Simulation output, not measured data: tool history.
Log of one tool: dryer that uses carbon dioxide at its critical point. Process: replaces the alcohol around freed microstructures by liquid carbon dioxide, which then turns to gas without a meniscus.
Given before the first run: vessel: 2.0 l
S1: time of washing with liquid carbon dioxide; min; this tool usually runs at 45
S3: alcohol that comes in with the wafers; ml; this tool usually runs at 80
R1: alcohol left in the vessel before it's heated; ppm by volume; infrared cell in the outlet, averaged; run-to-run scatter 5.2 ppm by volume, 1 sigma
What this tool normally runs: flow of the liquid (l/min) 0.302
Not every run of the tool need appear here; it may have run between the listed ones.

run 1 day=0.000 | S1=45 flow_of_the_liquid_(l/min)=0.302 S3=80 | R1=147
run 2 day=0.992 | S1=45 flow_of_the_liquid_(l/min)=0.302 S3=80 | R1=152
run 3 day=2.108 | S1=45 flow_of_the_liquid_(l/min)=0.302 S3=80 | R1=166
run 4 day=3.450 | S1=45 flow_of_the_liquid_(l/min)=0.302 S3=80 | R1=173
run 5 day=4.371 | S1=45 flow_of_the_liquid_(l/min)=0.302 S3=80 | R1=164
run 6 day=4.925 | S1=45 flow_of_the_liquid_(l/min)=0.302 S3=80 | R1=173
run 7 day=5.896 | S1=45 flow_of_the_liquid_(l/min)=0.302 S3=80 | R1=183
run 8 day=7.238 | S1=45 flow_of_the_liquid_(l/min)=0.302 S3=80 | R1=197
run 9 day=7.925 | S1=47 flow_of_the_liquid_(l/min)=0.302 S3=72 | R1=148
run 10 day=8.754 | S1=70 flow_of_the_liquid_(l/min)=0.375 S3=55 | R1=88
run 11 day=9.600 | S1=33 flow_of_the_liquid_(l/min)=0.332 S3=35 | R1=238
run 12 day=10.238 | S1=56 flow_of_the_liquid_(l/min)=0.500 S3=73 | R1=85
run 13 day=10.908 | S1=56 flow_of_the_liquid_(l/min)=0.500 S3=73 | R1=102
run 14 day=12.167 | S1=56 flow_of_the_liquid_(l/min)=0.500 S3=41 | R1=95
run 15 day=13.162 | S1=56 flow_of_the_liquid_(l/min)=0.500 S3=41 | R1=94

Below are 3 alternative next runs, each starting from the tool's condition after run 15. Predict each:
run A day=14.138 | S1=38 flow_of_the_liquid_(l/min)=0.500 S3=41 | R1=?
run B day=14.138 | S1=44 flow_of_the_liquid_(l/min)=0.438 S3=24 | R1=?
run C day=14.138 | S1=45 flow_of_the_liquid_(l/min)=0.302 S3=99 | R1=?

run=A R1=108
run=B R1=104
run=C R1=269
With the hidden condition removed and each run's random variation left untouched, the same runs would have given:
run=A R1=9
run=B R1=7
run=C R1=111

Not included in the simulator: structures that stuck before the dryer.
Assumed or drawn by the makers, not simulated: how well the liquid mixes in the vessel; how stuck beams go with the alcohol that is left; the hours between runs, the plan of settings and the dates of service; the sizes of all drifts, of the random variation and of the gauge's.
